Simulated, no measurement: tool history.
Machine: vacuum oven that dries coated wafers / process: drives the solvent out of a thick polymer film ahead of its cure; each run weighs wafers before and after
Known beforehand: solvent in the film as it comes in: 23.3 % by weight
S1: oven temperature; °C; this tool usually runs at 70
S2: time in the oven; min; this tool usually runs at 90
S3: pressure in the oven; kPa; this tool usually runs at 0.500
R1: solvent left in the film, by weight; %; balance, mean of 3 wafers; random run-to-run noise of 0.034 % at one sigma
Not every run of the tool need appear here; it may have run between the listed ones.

run,day,S1,S2,S3,R1
1,0.000,70,90,0.500,1.10
2,0.692,70,90,0.500,1.05
3,1.650,70,90,0.500,1.06
4,2.292,70,90,0.500,1.13
5,3.108,70,90,0.500,1.16
6,3.962,70,90,0.500,1.00
7,4.429,70,90,0.500,1.10
8,4.988,70,90,0.500,1.06
# day 5.092: vacuum gauge cleaned of residue and calibrated
9,6.008,70,90,0.500,1.13
10,7.025,70,90,0.500,1.10
# day 7.329: vacuum gauge cleaned of residue and calibrated, once more
11,7.558,70,90,0.500,0.96
12,8.446,70,118,0.500,0.44
13,9.404,70,118,0.500,0.46
14,10.046,61,90,1.046,3.33
15,10.546,57,90,1.470,4.94
16,11.388,70,97,0.500,0.82
17,12.383,65,105,0.670,1.39
18,13.271,79,59,1.114,0.89
19,14.138,63,90,0.761,2.59
20,15.121,67,60,1.814,3.81
21,15.625,61,110,0.476,2.19
22,16.321,59,142,1.213,1.83
23,17.033,59,142,1.213,1.88
24,17.475,57,142,0.726,2.15
25,18.362,63,125,0.726,1.31
26,18.896,63,125,0.726,1.34

Predict each of these 4 candidate next runs independently; none follows another, all start after run 26:
A,19.608,63,59,1.481,?
B,19.608,71,125,1.516,?
C,19.608,68,125,0.866,?
D,19.608,63,125,0.978,?

run,R1
A,5.24
B,0.55
C,0.65
D,1.38
The same runs, with their run-to-run variation unchanged, on a tool lacking any hidden condition would have given:
run,R1
A,6.15
B,0.72
C,0.90
D,1.85
